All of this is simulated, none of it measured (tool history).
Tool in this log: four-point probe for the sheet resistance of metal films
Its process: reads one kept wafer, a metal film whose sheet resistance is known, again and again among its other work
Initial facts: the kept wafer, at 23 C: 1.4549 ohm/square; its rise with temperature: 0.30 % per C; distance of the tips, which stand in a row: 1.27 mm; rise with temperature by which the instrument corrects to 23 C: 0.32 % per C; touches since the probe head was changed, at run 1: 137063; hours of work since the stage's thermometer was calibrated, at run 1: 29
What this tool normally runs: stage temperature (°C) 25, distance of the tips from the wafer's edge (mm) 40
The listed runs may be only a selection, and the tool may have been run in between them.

| run | day | stage temperature (°C) | distance of the tips from the wafer's edge (mm) | touches since the probe head was changed | hours of work since the stage's thermometer was calibrated | sheet resistance as the instrument gives it (ohm/square) |
|---|---|---|---|---|---|---|
| 1 | 0.000 | 25 | 40 | 137063 | 29 | 1.458870 |
| 2 | 2.900 | 25 | 40 | 141090 | 81 | 1.459200 |
| 3 | 5.475 | 25 | 8 | 144661 | 126 | 1.478074 |
| 4 | 7.754 | 25 | 8 | 147826 | 167 | 1.477588 |
| 5 | 9.967 | 25 | 8 | 150895 | 206 | 1.477284 |
| 6 | 12.412 | 25 | 6 | 154292 | 249 | 1.492801 |
| 7 | 14.054 | 25 | 6 | 156573 | 278 | 1.492899 |
| 8 | 18.100 | 21 | 40 | 162186 | 350 | 1.460630 |
| 9 | 20.746 | 25 | 40 | 165863 | 397 | 1.459021 |
| 10 | 23.862 | 25 | 38 | 170188 | 452 | 1.459529 |
| 11 | 26.358 | 21 | 40 | 173650 | 497 | 1.460950 |
| 12 | 28.762 | 21 | 40 | 176989 | 539 | 1.460906 |
| 13 | 32.179 | 21 | 40 | 181732 | 600 | 1.461223 |
| 14 | 35.892 | 21 | 3 | 186887 | 666 | 1.587534 |
| 15 | 38.338 | 25 | 5 | 190284 | 709 | 1.507960 |
| 16 | 40.046 | 25 | 5 | 192653 | 740 | 1.507797 |
| 17 | 42.562 | 25 | 56 | 196149 | 784 | 1.459724 |
| 18 | 44.738 | 25 | 4 | 199163 | 823 | 1.533970 |

Here are 5 independent what-if runs from the current tool condition. What would each one return?
| A | 47.108 | 31 | 22 | 202455 | 865 | ? |
| B | 47.108 | 24 | 6 | 202455 | 865 | ? |
| C | 47.108 | 25 | 53 | 202455 | 865 | ? |
| D | 47.108 | 18 | 40 | 202455 | 865 | ? |
| E | 47.108 | 29 | 11 | 202455 | 865 | ? |

| run | sheet resistance as the instrument gives it (ohm/square) |
|---|---|
| A | 1.460190 |
| B | 1.494160 |
| C | 1.459384 |
| D | 1.461602 |
| E | 1.468217 |
Stripped of hidden state, with their random variation kept, the same runs would have yielded:
| run | sheet resistance as the instrument gives it (ohm/square) |
|---|---|
| A | 1.455330 |
| B | 1.489217 |
| C | 1.454543 |
| D | 1.456775 |
| E | 1.463338 |
